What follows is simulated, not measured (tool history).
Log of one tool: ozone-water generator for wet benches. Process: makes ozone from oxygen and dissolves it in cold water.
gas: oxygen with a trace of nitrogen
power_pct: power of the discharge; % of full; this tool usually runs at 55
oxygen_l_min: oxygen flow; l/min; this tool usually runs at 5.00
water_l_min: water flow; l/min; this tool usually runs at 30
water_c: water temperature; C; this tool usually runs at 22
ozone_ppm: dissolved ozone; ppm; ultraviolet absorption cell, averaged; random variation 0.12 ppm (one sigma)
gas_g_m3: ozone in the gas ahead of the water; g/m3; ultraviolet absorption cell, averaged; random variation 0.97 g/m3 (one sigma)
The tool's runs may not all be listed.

run    hour  power_pct  oxygen_l_min  water_l_min  water_c  ozone_ppm  gas_g_m3
  1     0.0         55          5.00           30       22        9.5     161.7
  2    85.5         55          5.00           30       22        9.9     160.5
  3   182.9         55          5.00           30       22        9.6     158.7
  4   272.1         55          5.00           30       22        9.9     159.4
  5   354.2         55          5.00           30       16       10.5     159.0
  6   474.9         55          5.00           30       16       10.3     160.4
  7   573.6         55          5.00           30       22        9.6     159.5
  8   682.8         55          5.00           30       22        9.6     159.6
      693.0  -- water thermometer calibrated
  9   744.3         55          5.00           30       22        9.8     159.1
 10   871.7         55          5.00           30       22        9.4     158.9
      948.3  -- water thermometer calibrated, once more
 11   962.4         55          5.00           30       22        9.6     158.8
 12  1050.7         55          5.00           30       22        9.6     156.6
 13  1184.2         49          5.77           19       20       13.8     132.3
     1256.6  -- contactor cleaned
 14  1256.6         49          6.00           19       24       13.8     128.1
 15  1358.7         49          2.54           18       15       16.8     213.4
 16  1493.0         55          3.12           30       22       10.0     209.4
 17  1631.8         55          5.00           33       20        9.5     157.0
 18  1737.9         44          5.09           35       14        8.0     128.5
 19  1873.0         50          5.00           35       22        8.0     143.9
 20  1941.2         50          3.61           35       22        7.8     177.3
 21  2060.5         50          3.61           35       22        7.9     176.4
 22  2155.2         50          3.61           35       22        7.8     176.8
 23  2253.8         93          3.61           35       22       12.6     284.9

Below, some changes in ozone_ppm between adjacent runs. For each, the amount present without the hidden state too (settings, incoming material, random variation) and the amount remaining for the hidden state with gauge scatter not shared by both compared results:
Hidden conditions of the tool in this case: yield of the discharge, % of new electrodes'; contactor's efficiency, % of a clean one's; true water temperature over the reading, C; drift of the gauge itself on ozone_ppm, %; drift of the gauge itself on gas_g_m3, %.
Run 13 -> 14: oxygen_l_min 5.77 -> 6.00, water_c 20 -> 24, contactor cleaned. ozone_ppm +0.0 ppm: hidden state +1.0, all else -1.0.
Run 15 -> 16: power_pct 49 -> 55, oxygen_l_min 2.54 -> 3.12, water_l_min 18 -> 30, water_c 15 -> 22. ozone_ppm -6.8 ppm: hidden state +0.3, all else -7.1.
Run 22 -> 23: power_pct 50 -> 93. ozone_ppm +4.8 ppm: hidden state -1.1, all else +5.9.
